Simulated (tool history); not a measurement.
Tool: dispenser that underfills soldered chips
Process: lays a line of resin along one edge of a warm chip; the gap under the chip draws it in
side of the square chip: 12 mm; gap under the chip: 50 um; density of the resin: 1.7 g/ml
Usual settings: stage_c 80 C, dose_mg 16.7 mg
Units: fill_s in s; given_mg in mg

run 1 day=0 | stage_c=80 dose_mg=16.7 | fill_s=92.3 given_mg=15.73
run 2 day=0.317 | stage_c=80 dose_mg=16.7 | fill_s=127.7 given_mg=15.65
-- day=0.496 dispensing valve cleaned and set on the balance
run 3 day=0.525 | stage_c=80 dose_mg=16.7 | fill_s=150.3 given_mg=16.73
-- day=0.629 new syringe of resin
run 4 day=0.875 | stage_c=80 dose_mg=16.7 | fill_s=119.7 given_mg=16.72
run 5 day=1.121 | stage_c=80 dose_mg=16.7 | fill_s=149.8 given_mg=16.59
-- day=1.217 new syringe of resin
run 6 day=1.4 | stage_c=80 dose_mg=16.7 | fill_s=112.4 given_mg=16.52
run 7 day=1.638 | stage_c=80 dose_mg=18.2 | fill_s=140.8 given_mg=18.12
run 8 day=1.775 | stage_c=80 dose_mg=19.6 | fill_s=157.7 given_mg=19.47
-- day=1.804 new syringe of resin
run 9 day=2.079 | stage_c=80 dose_mg=19.6 | fill_s=117.8 given_mg=19.35
run 10 day=2.254 | stage_c=80 dose_mg=19.6 | fill_s=139 given_mg=19.22
-- day=2.392 new syringe of resin
run 11 day=2.508 | stage_c=93 dose_mg=16.7 | fill_s=59.3 given_mg=16.38
run 12 day=2.733 | stage_c=93 dose_mg=16.7 | fill_s=75.9 given_mg=16.32
run 13 day=2.958 | stage_c=93 dose_mg=16.7 | fill_s=94 given_mg=16.29
-- day=3 new syringe of resin
run 14 day=3.292 | stage_c=90 dose_mg=14.5 | fill_s=86 given_mg=14.09
run 15 day=3.567 | stage_c=78 dose_mg=20.2 | fill_s=174.6 given_mg=19.74
-- day=3.604 new syringe of resin
run 16 day=3.729 | stage_c=79 dose_mg=20.9 | fill_s=107.4 given_mg=20.31
run 17 day=4.042 | stage_c=79 dose_mg=20.9 | fill_s=145.3 given_mg=20.13
-- day=4.196 new syringe of resin
run 18 day=4.379 | stage_c=72 dose_mg=16.1 | fill_s=167 given_mg=15.53
run 19 day=4.512 | stage_c=72 dose_mg=16.1 | fill_s=191.5 given_mg=15.49
-- day=4.779 new syringe of resin
run 20 day=4.779 | stage_c=82 dose_mg=15 | fill_s=89.9 given_mg=14.36
run 21 day=4.933 | stage_c=82 dose_mg=15 | fill_s=103.3 given_mg=14.49

4 ways to go on from here, each from the tool as it stands after run 21. What would each give?
run A day=5.117 | stage_c=82 dose_mg=17.2 | fill_s=? given_mg=?
run B day=5.117 | stage_c=71 dose_mg=17 | fill_s=? given_mg=?
run C day=5.117 | stage_c=89 dose_mg=17.2 | fill_s=? given_mg=?
run D day=5.117 | stage_c=88 dose_mg=14.4 | fill_s=? given_mg=?

run=A fill_s=119.8 given_mg=16.47
run=B fill_s=196 given_mg=16.18
run=C fill_s=88 given_mg=16.46
run=D fill_s=98.6 given_mg=13.84
Without the tool's hidden state the same runs would have given:
run=A fill_s=84.1 given_mg=17.2
run=B fill_s=137.3 given_mg=16.9
run=C fill_s=61.9 given_mg=17.19
run=D fill_s=68.6 given_mg=14.45
